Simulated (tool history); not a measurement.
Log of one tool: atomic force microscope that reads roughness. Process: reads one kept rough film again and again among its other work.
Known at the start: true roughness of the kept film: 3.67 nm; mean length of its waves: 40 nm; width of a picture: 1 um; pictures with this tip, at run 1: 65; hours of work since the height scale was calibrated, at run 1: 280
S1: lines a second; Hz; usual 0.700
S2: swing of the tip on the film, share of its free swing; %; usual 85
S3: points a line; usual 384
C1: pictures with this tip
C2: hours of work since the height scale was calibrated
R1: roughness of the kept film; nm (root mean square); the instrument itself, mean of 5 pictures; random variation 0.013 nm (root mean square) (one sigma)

{"run": 1, "hour": 0.0, "S1": 0.7, "S2": 85, "S3": 384, "C1": 65, "C2": 280, "R1": 2.603}
{"hour": 8.4, "done": "new tip fitted"}
{"run": 2, "hour": 37.5, "S1": 0.7, "S2": 56, "S3": 384, "C1": 61, "C2": 306, "R1": 2.808}
{"hour": 47.6, "done": "new tip fitted"}
{"run": 3, "hour": 67.9, "S1": 0.7, "S2": 85, "S3": 831, "C1": 42, "C2": 327, "R1": 2.856}
{"hour": 88.7, "done": "new tip fitted"}
{"run": 4, "hour": 93.5, "S1": 0.7, "S2": 85, "S3": 831, "C1": 10, "C2": 345, "R1": 3.087}
{"run": 5, "hour": 121.5, "S1": 0.7, "S2": 85, "S3": 831, "C1": 68, "C2": 364, "R1": 2.694}
{"hour": 128.5, "done": "new tip fitted"}
{"hour": 168.4, "done": "new tip fitted"}
{"run": 6, "hour": 168.6, "S1": 0.7, "S2": 85, "S3": 831, "C1": 1, "C2": 397, "R1": 3.153}
{"hour": 208.8, "done": "new tip fitted"}
{"run": 7, "hour": 208.8, "S1": 0.7, "S2": 85, "S3": 586, "C1": 0, "C2": 425, "R1": 3.171}
{"run": 8, "hour": 234.2, "S1": 0.7, "S2": 85, "S3": 586, "C1": 53, "C2": 442, "R1": 2.744}
{"hour": 249.2, "done": "new tip fitted"}
{"run": 9, "hour": 266.3, "S1": 0.7, "S2": 75, "S3": 384, "C1": 36, "C2": 465, "R1": 2.944}
{"hour": 287.9, "done": "new tip fitted"}
{"run": 10, "hour": 300.6, "S1": 0.7, "S2": 75, "S3": 384, "C1": 26, "C2": 488, "R1": 3.005}
{"hour": 330.5, "done": "new tip fitted"}
{"run": 11, "hour": 334.6, "S1": 0.7, "S2": 85, "S3": 384, "C1": 8, "C2": 512, "R1": 3.102}
{"hour": 370.9, "done": "new tip fitted"}
{"run": 12, "hour": 371.7, "S1": 0.7, "S2": 85, "S3": 705, "C1": 2, "C2": 538, "R1": 3.164}
{"hour": 410.8, "done": "new tip fitted"}
{"run": 13, "hour": 410.8, "S1": 0.7, "S2": 83, "S3": 384, "C1": 0, "C2": 565, "R1": 3.174}
{"run": 14, "hour": 442.2, "S1": 0.7, "S2": 85, "S3": 345, "C1": 65, "C2": 587, "R1": 2.636}
{"hour": 450.6, "done": "new tip fitted"}
{"run": 15, "hour": 485.3, "S1": 0.7, "S2": 85, "S3": 384, "C1": 72, "C2": 616, "R1": 2.652}
{"hour": 490.9, "done": "new tip fitted"}
{"hour": 531.2, "done": "new tip fitted"}
{"run": 16, "hour": 532.2, "S1": 0.7, "S2": 85, "S3": 384, "C1": 2, "C2": 649, "R1": 3.151}
{"hour": 570.6, "done": "new tip fitted"}
{"run": 17, "hour": 577.3, "S1": 0.7, "S2": 85, "S3": 507, "C1": 14, "C2": 680, "R1": 3.043}
{"run": 18, "hour": 599.2, "S1": 1.203, "S2": 85, "S3": 384, "C1": 60, "C2": 695, "R1": 2.543}
{"hour": 611.7, "done": "new tip fitted"}
{"run": 19, "hour": 635.1, "S1": 0.7, "S2": 85, "S3": 318, "C1": 49, "C2": 720, "R1": 2.705}
{"hour": 651.3, "done": "new tip fitted"}
{"run": 20, "hour": 669.1, "S1": 0.7, "S2": 85, "S3": 318, "C1": 37, "C2": 744, "R1": 2.855}
{"hour": 690.4, "done": "new tip fitted"}
{"run": 21, "hour": 712.5, "S1": 0.7, "S2": 85, "S3": 318, "C1": 46, "C2": 774, "R1": 2.769}
{"hour": 729.5, "done": "new tip fitted"}
{"run": 22, "hour": 747.4, "S1": 0.7, "S2": 85, "S3": 318, "C1": 37, "C2": 798, "R1": 2.835}
{"hour": 770.1, "done": "new tip fitted"}
{"run": 23, "hour": 772.8, "S1": 0.7, "S2": 85, "S3": 318, "C1": 6, "C2": 815, "R1": 3.08}
{"hour": 809.5, "done": "new tip fitted"}
{"run": 24, "hour": 813.3, "S1": 0.7, "S2": 85, "S3": 318, "C1": 8, "C2": 843, "R1": 3.075}
{"hour": 848.8, "done": "new tip fitted"}
{"run": 25, "hour": 854.3, "S1": 0.7, "S2": 85, "S3": 318, "C1": 11, "C2": 872, "R1": 3.043}
{"run": 26, "hour": 883.4, "S1": 0.7, "S2": 85, "S3": 318, "C1": 72, "C2": 892, "R1": 2.555}
{"hour": 889.5, "done": "new tip fitted"}
{"run": 27, "hour": 904.4, "S1": 3.364, "S2": 79, "S3": 399, "C1": 31, "C2": 907, "R1": 2.466}
{"hour": 929.0, "done": "new tip fitted"}
{"run": 28, "hour": 929.0, "S1": 3.364, "S2": 79, "S3": 399, "C1": 0, "C2": 924, "R1": 2.655}
{"run": 29, "hour": 957.1, "S1": 3.364, "S2": 79, "S3": 399, "C1": 58, "C2": 943, "R1": 2.312}
{"hour": 960.6, "done": "height scale calibrated on a step standard"}
{"hour": 971.5, "done": "new tip fitted"}
{"run": 30, "hour": 983.5, "S1": 2.163, "S2": 85, "S3": 776, "C1": 25, "C2": 16, "R1": 2.547}
{"hour": 1013.2, "done": "new tip fitted"}
{"run": 31, "hour": 1019.9, "S1": 0.588, "S2": 59, "S3": 384, "C1": 14, "C2": 41, "R1": 3.205}
{"run": 32, "hour": 1047.4, "S1": 0.588, "S2": 59, "S3": 384, "C1": 71, "C2": 60, "R1": 2.83}
{"hour": 1054.5, "done": "new tip fitted"}
{"run": 33, "hour": 1084.5, "S1": 0.7, "S2": 85, "S3": 447, "C1": 62, "C2": 86, "R1": 2.715}
{"hour": 1095.5, "done": "new tip fitted"}
{"run": 34, "hour": 1118.5, "S1": 0.7, "S2": 61, "S3": 384, "C1": 48, "C2": 109, "R1": 2.893}
{"hour": 1135.2, "done": "new tip fitted"}
{"run": 35, "hour": 1142.9, "S1": 0.7, "S2": 61, "S3": 384, "C1": 15, "C2": 126, "R1": 3.188}
{"hour": 1147.2, "done": "height scale calibrated on a step standard, once more"}
{"hour": 1178.9, "done": "new tip fitted"}
{"run": 36, "hour": 1186.1, "S1": 2.792, "S2": 62, "S3": 612, "C1": 15, "C2": 27, "R1": 3.035}
{"hour": 1219.7, "done": "new tip fitted"}
{"run": 37, "hour": 1229.8, "S1": 0.929, "S2": 59, "S3": 322, "C1": 21, "C2": 57, "R1": 3.111}
{"hour": 1258.5, "done": "new tip fitted"}
{"run": 38, "hour": 1269.3, "S1": 0.929, "S2": 82, "S3": 918, "C1": 22, "C2": 85, "R1": 2.925}
{"hour": 1298.5, "done": "new tip fitted"}
{"run": 39, "hour": 1309.2, "S1": 2.092, "S2": 82, "S3": 386, "C1": 22, "C2": 112, "R1": 2.689}
{"hour": 1338.2, "done": "new tip fitted"}
{"run": 40, "hour": 1338.2, "S1": 0.7, "S2": 62, "S3": 363, "C1": 0, "C2": 132, "R1": 3.355}
{"run": 41, "hour": 1362.0, "S1": 1.899, "S2": 62, "S3": 466, "C1": 50, "C2": 149, "R1": 2.844}
{"hour": 1377.6, "done": "new tip fitted"}
{"run": 42, "hour": 1391.1, "S1": 1.899, "S2": 62, "S3": 466, "C1": 28, "C2": 169, "R1": 3.006}
{"hour": 1420.2, "done": "new tip fitted"}
{"run": 43, "hour": 1422.3, "S1": 1.899, "S2": 62, "S3": 466, "C1": 4, "C2": 191, "R1": 3.19}
{"hour": 1461.5, "done": "new tip fitted"}
{"run": 44, "hour": 1464.3, "S1": 1.899, "S2": 62, "S3": 466, "C1": 6, "C2": 220, "R1": 3.158}
{"hour": 1502.3, "done": "new tip fitted"}
{"run": 45, "hour": 1507.1, "S1": 1.899, "S2": 62, "S3": 466, "C1": 10, "C2": 249, "R1": 3.115}
{"hour": 1541.6, "done": "new tip fitted"}
{"run": 46, "hour": 1544.8, "S1": 2.913, "S2": 64, "S3": 415, "C1": 7, "C2": 275, "R1": 3.03}
{"run": 47, "hour": 1574.8, "S1": 2.913, "S2": 64, "S3": 415, "C1": 69, "C2": 296, "R1": 2.57}
{"hour": 1581.1, "done": "new tip fitted"}
{"run": 48, "hour": 1607.1, "S1": 3.158, "S2": 85, "S3": 310, "C1": 54, "C2": 319, "R1": 2.172}
{"hour": 1622.3, "done": "new tip fitted"}
{"run": 49, "hour": 1652.6, "S1": 3.158, "S2": 78, "S3": 817, "C1": 63, "C2": 350, "R1": 2.324}

Hidden state or all else? Some run-to-run changes of R1, split into what the settings, what came in and random variation would give without the hidden state, and what is left for the hidden state (with any gauge scatter that isn't in both results):
The hidden state here: radius of the tip, nm; height scale over the true one, %; drift of the gauge itself on roughness_nm, %.
Run 5 -> 6: new tip fitted, new tip fitted. R1 +0.459 nm (root mean square): hidden state +0.492, all else -0.033.
Run 13 -> 14: S2 83 -> 85, S3 384 -> 345. R1 -0.538 nm (root mean square): hidden state -0.531, all else -0.007.
Run 15 -> 16: new tip fitted, new tip fitted. R1 +0.499 nm (root mean square): hidden state +0.504, all else -0.005.
Run 30 -> 31: S1 2.163 -> 0.588, S2 85 -> 59, S3 776 -> 384, new tip fitted. R1 +0.658 nm (root mean square): hidden state +0.060, all else +0.598.
Run 39 -> 40: S1 2.092 -> 0.700, S2 82 -> 62, S3 386 -> 363, new tip fitted. R1 +0.666 nm (root mean square): hidden state +0.176, all else +0.490.

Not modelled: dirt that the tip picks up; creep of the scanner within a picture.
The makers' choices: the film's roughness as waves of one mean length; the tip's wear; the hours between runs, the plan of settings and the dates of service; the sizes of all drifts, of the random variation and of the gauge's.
